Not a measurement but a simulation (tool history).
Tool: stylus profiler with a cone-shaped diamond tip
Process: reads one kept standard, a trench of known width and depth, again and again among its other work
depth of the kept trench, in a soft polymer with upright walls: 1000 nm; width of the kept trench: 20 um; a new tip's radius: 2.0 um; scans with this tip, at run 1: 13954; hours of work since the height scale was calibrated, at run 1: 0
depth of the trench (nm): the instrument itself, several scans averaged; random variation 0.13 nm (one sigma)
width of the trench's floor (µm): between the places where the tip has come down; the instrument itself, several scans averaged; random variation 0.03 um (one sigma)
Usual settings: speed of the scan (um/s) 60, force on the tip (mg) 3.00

run	hour	speed of the scan (um/s)	force on the tip (mg)	scans with this tip	hours of work since the height scale was calibrated	depth of the trench (nm)	width of the trench's floor (µm)
1	0.0	60	3.00	13954	0	1008.43	15.45
2	82.9	60	3.00	14548	60	1008.44	15.46
3	138.3	60	3.00	14945	100	1008.03	15.33
4	193.0	60	3.01	15337	140	1008.17	15.34
5	235.7	60	3.01	15643	171	1007.96	15.28
6	316.1	60	3.01	16219	229	1007.96	15.29
7	398.5	60	3.01	16810	288	1007.97	15.25
8	476.8	29	3.00	17371	345	1007.46	15.37
9	512.3	29	3.00	17625	371	1007.58	15.32
10	574.5	60	3.00	18071	416	1007.53	15.22
11	642.5	60	3.00	18558	465	1007.17	15.15
12	683.8	60	3.00	18854	495	1007.42	15.13
13	740.8	60	3.00	19263	536	1007.26	15.15
14	781.9	17	2.64	19557	566	1006.77	15.34
15	840.7	24	1.95	19978	608	1005.06	15.19
16	880.4	95	3.00	20263	637	1007.31	14.86
17	921.9	22	1.08	20561	667	1003.09	15.19
18	993.8	22	1.08	21076	719	1002.90	15.10
19	1042.8	22	1.08	21427	754	1002.67	15.15
20	1085.8	22	1.08	21735	786	1002.61	15.14
# hour 1119.5: new tip fitted, height scale calibrated
21	1133.8	19	2.33	103	10	1006.82	16.43
22	1208.1	19	2.33	635	64	1006.72	16.34
23	1260.3	29	1.30	1010	102	1004.50	16.24
24	1341.7	206	4.64	1593	161	1010.79	15.46

5 ways to go on from here, each from the tool as it stands after run 24. What would each give?
A	1425.4	59	2.39	2193	221	?	?
B	1425.4	33	4.48	2193	221	?	?
C	1425.4	151	4.04	2193	221	?	?
D	1425.4	151	8.71	2193	221	?	?
E	1425.4	126	8.82	2193	221	?	?

run	depth of the trench (nm)	width of the trench's floor (µm)
A	1006.47	16.02
B	1010.26	16.23
C	1009.40	15.64
D	1016.34	15.90
E	1016.61	15.97
Without the tool's hidden state the same runs would have given:
run	depth of the trench (nm)	width of the trench's floor (µm)
A	1007.21	16.17
B	1011.00	16.38
C	1010.14	15.78
D	1017.09	16.04
E	1017.36	16.11
